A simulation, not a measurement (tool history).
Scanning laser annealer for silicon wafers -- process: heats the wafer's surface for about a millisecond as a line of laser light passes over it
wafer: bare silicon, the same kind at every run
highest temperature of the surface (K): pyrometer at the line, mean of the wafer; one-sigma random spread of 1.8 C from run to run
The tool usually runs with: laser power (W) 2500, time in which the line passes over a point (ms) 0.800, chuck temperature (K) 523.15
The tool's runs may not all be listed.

run	hour	laser power (W)	time in which the line passes over a point (ms)	chuck temperature (K)	highest temperature of the surface (K)
1	0.0	2500	0.800	523.15	1348.15
2	18.9	2500	0.800	523.15	1350.15
3	37.3	2608	0.800	523.15	1392.15
4	57.4	2608	0.800	523.15	1388.15
5	74.1	2211	0.800	523.15	1234.15
6	92.3	2301	0.800	523.15	1269.15
7	106.0	2301	0.800	523.15	1271.15
8	118.5	2301	0.800	523.15	1267.15
9	135.5	2500	0.800	534.15	1360.15
10	158.1	2500	0.800	534.15	1362.15
11	171.9	2500	0.800	534.15	1357.15
12	182.1	2500	0.800	548.15	1373.15
13	199.2	2500	0.800	548.15	1371.15
14	216.5	2500	0.800	548.15	1375.15
15	232.7	2500	0.800	523.15	1347.15
16	252.3	2500	0.800	523.15	1345.15
17	274.3	2500	0.800	523.15	1349.15
18	296.2	2500	0.800	523.15	1348.15
19	312.2	2500	0.800	523.15	1350.15
20	321.4	2234	0.598	534.15	1158.15
21	332.1	2716	0.624	534.15	1341.15
22	349.3	2716	0.624	534.15	1339.15
23	371.0	2716	0.624	534.15	1341.15
24	382.6	2217	0.860	483.15	1222.15
25	398.9	2500	0.582	502.15	1208.15
26	416.3	2500	0.758	502.15	1311.15
27	426.1	2500	0.758	502.15	1306.15
28	446.9	2566	0.660	523.15	1300.15
29	463.0	2196	0.660	527.15	1167.15
30	482.9	2500	0.858	486.15	1342.15
31	499.7	2192	0.639	516.15	1150.15
32	514.4	2237	0.800	523.15	1246.15
33	524.8	2661	0.609	517.15	1295.15
34	544.9	2367	0.672	523.15	1234.15
35	554.4	2359	0.672	515.15	1223.15
36	571.0	2184	0.800	518.15	1222.15
37	580.5	2184	0.800	518.15	1221.15

Between the runs listed above, the log contained 1 entry, not reproduced here. Where in the sequence does each belong, and how does what the log doesn't record of the tool's condition differ from the listed run before to the listed run after?
From run 22 to run 23: window over the wafer cleaned (hour 360.7)
  light that passes the window, % of a clean one's: 99.85 -> 99.99

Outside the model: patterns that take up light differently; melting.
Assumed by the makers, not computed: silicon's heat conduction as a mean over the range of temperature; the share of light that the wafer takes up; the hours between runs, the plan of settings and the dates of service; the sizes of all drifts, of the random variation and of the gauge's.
